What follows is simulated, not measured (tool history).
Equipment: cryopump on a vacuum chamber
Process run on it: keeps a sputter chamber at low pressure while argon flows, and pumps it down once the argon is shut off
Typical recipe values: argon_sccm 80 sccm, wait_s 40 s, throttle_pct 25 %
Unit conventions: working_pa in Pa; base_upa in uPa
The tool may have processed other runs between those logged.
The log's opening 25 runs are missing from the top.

run     day  argon_sccm  wait_s  throttle_pct  hours of work since the pump was warmed up and emptied  hours of work since the cold head was overhauled  hours of work since the chamber's fittings were tightened  working_pa  base_upa
 26  29.479         121      29            43                                                     246                                               693                                                       1083        0.21         2
 27  30.746          95      40            25                                                     265                                               712                                                       1102      0.2775       1.6
 28  32.033          98     274            16                                                     284                                               731                                                       1121      0.4403      0.87
 29  33.292         113     102            54                                                     303                                               750                                                       1140       0.165      1.15
 30  34.004         113     102            54                                                     313                                               761                                                       1151      0.1653       1.1
 31  35.567          40     190            25                                                     337                                               784                                                       1174      0.1171      0.95
 32  36.471          55     192            25                                                     350                                               797                                                       1187      0.1636      1.01
 33  37.888          47      31            25                                                     371                                               819                                                       1209      0.1397         2

Here are 5 independent what-if runs from the current tool condition. What would each one return?
  A  38.725          65      31            25                                                     384                                               831                                                       1221           ?         ?
  B  38.725          80      43            25                                                     384                                               831                                                       1221           ?         ?
  C  38.725          47     100            25                                                     384                                               831                                                       1221           ?         ?
  D  38.725          47     103            25                                                     384                                               831                                                       1221           ?         ?
  E  38.725         157      37            20                                                     384                                               831                                                       1221           ?         ?

run  working_pa  base_upa
  A      0.1978      1.99
  B      0.2407      1.67
  C       0.142      1.17
  D      0.1401       1.2
  E       0.579      1.87
What these runs would have given with no unlogged condition in the tool:
run  working_pa  base_upa
  A      0.1825      1.31
  B      0.2219      0.97
  C      0.1309      0.48
  D      0.1291       0.5
  E      0.5421      1.18

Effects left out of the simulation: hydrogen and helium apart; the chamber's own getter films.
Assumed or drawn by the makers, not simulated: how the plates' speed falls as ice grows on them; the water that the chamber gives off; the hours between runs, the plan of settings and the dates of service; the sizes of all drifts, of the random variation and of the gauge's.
